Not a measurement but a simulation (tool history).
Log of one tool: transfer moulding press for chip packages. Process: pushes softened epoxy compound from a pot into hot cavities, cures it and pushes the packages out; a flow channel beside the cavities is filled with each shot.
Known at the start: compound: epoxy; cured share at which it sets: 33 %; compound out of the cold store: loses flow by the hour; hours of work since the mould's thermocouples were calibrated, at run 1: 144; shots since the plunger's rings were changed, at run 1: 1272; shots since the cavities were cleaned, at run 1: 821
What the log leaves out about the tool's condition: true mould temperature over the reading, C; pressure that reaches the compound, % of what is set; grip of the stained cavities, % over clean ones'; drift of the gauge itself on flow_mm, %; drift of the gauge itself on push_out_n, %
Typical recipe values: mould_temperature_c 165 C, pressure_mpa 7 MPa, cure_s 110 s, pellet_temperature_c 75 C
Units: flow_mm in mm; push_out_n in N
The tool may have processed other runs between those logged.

run     day  mould_temperature_c  pressure_mpa  cure_s  pellet_temperature_c  hours of work since the mould's thermocouples were calibrated  shots since the plunger's rings were changed  shots since the cavities were cleaned  incoming compound's hours out of the cold store  flow_mm  push_out_n
  1       0                  165             7     110                    75                                                            144                                          1272                                    821                                             38.6      638        1134
      0.525  -- cavities cleaned with cleaning compound and waxed
  2   2.721                  165             7     110                    75                                                            179                                          1910                                    526                                             34.8      625        1097
      4.433  -- cavities cleaned with cleaning compound and waxed
  3   6.529                  165             7     110                    75                                                            229                                          2808                                    502                                             45.8      595        1031
      8.271  -- cavities cleaned with cleaning compound and waxed
  4   9.171                  165             7     110                    75                                                            263                                          3427                                    216                                             35.3      621         837
     12.333  -- cavities cleaned with cleaning compound and waxed
  5  12.479                  165             7     132                    75                                                            305                                          4206                                     35                                             30.7      631         540
  6  15.067                  165             7     132                    75                                                            339                                          4825                                    654                                             35.3      604         843
     16.292  -- cavities cleaned with cleaning compound and waxed
     16.971  -- mould's thermocouples calibrated
     17.075  -- plunger's sealing rings changed
  7  18.192                  165             7     130                    75                                                             15                                           268                                    411                                             22.1      704         843
     20.325  -- cavities cleaned with cleaning compound and waxed
  8  20.325                  165             7     110                    75                                                             42                                           764                                      0                                               16      723         701
  9  22.862                  170             7     110                    75                                                             75                                          1372                                    608                                               27      664         867
     24.242  -- cavities cleaned with cleaning compound and waxed
 10  25.033                  165             7     110                    71                                                            103                                          1878                                    189                                             23.8      679         911
 11  26.962                  165             7     110                    71                                                            129                                          2341                                    652                                             33.4      641        1190
     28.133  -- cavities cleaned with cleaning compound and waxed
 12  29.771                  168             7     110                    71                                                            165                                          2999                                    392                                             46.5      579         843
         32  -- cavities cleaned with cleaning compound and waxed
 13  32.183                  168             7     110                    71                                                            196                                          3563                                     44                                             38.1      604         598
 14  34.475                  158          6.54     110                    71                                                            226                                          4113                                    594                                             31.7      622        1895
     36.038  -- cavities cleaned with cleaning compound and waxed
 15   38.45                  158          6.54     110                    71                                                            278                                          5051                                    579                                             37.4      590        1906
     39.225  -- plunger's sealing rings changed
     40.129  -- cavities cleaned with cleaning compound and waxed
 16  41.446                  163          6.54     132                    71                                                            315                                           517                                    315                                             36.6      619         797
     44.096  -- cavities cleaned with cleaning compound and waxed
 17   44.45                  166          8.13     105                    75                                                            354                                          1223                                     86                                               47      642         795
     45.417  -- mould's thermocouples calibrated
     48.129  -- cavities cleaned with cleaning compound and waxed
 18  48.325                  163          7.77     110                    69                                                             38                                          2117                                     47                                             26.1      699         839
     52.158  -- cavities cleaned with cleaning compound and waxed
 19  52.158                  165          6.38     110                    67                                                             87                                          3021                                      0                                             21.8      635         711
 20  54.421                  165          6.02      97                    72                                                            117                                          3565                                    544                                             34.2      571        1451
     56.083  -- cavities cleaned with cleaning compound and waxed
 21  56.771                  165          6.02      97                    72                                                            147                                          4113                                    165                                             10.1      665        1236
 22  59.212                  165          6.02      97                    72                                                            179                                          4698                                    750                                             15.5      630        1738
     59.996  -- cavities cleaned with cleaning compound and waxed
     61.721  -- plunger's sealing rings changed
 23  61.721                  165          6.02      97                    72                                                            210                                             0                                    388                                             14.5      682        1446
     64.142  -- cavities cleaned with cleaning compound and waxed
 24  65.262                  161          5.29     137                    72                                                            256                                           834                                    268                                             20.6      615         826
     68.258  -- cavities cleaned with cleaning compound and waxed
 25  68.642                  160             7     110                    69                                                            300                                          1630                                     92                                             38.4      637        1059
 26  70.938                  159          6.69     110                    75                                                            330                                          2180                                    642                                             32.3      639        1771

What if the next run were any one of these 4? Each begins from the tool's condition after run 26:
     72.221  -- cavities cleaned with cleaning compound and waxed
     73.625  -- mould's thermocouples calibrated
  A  73.95                  165          7.05     110                    75                                                              4                                          2868                                    394                                             11.2        ?           ?
     72.221  -- cavities cleaned with cleaning compound and waxed
     73.625  -- mould's thermocouples calibrated
  B  73.95                  159          6.69     139                    75                                                              4                                          2868                                    394                                             16.8        ?           ?
     72.221  -- cavities cleaned with cleaning compound and waxed
     73.625  -- mould's thermocouples calibrated
  C  73.95                  159          7.12     110                    75                                                              4                                          2868                                    394                                             42.9        ?           ?
     72.221  -- cavities cleaned with cleaning compound and waxed
     73.625  -- mould's thermocouples calibrated
  D  73.95                  165             7     137                    75                                                              4                                          2868                                    394                                              9.1        ?           ?

run  flow_mm  push_out_n
  A      717        1062
  B      700         967
  C      617        1472
  D      737         743
Had the tool no hidden state, the same runs would have come out as:
run  flow_mm  push_out_n
  A      743         699
  B      726         636
  C      639         971
  D      764         487
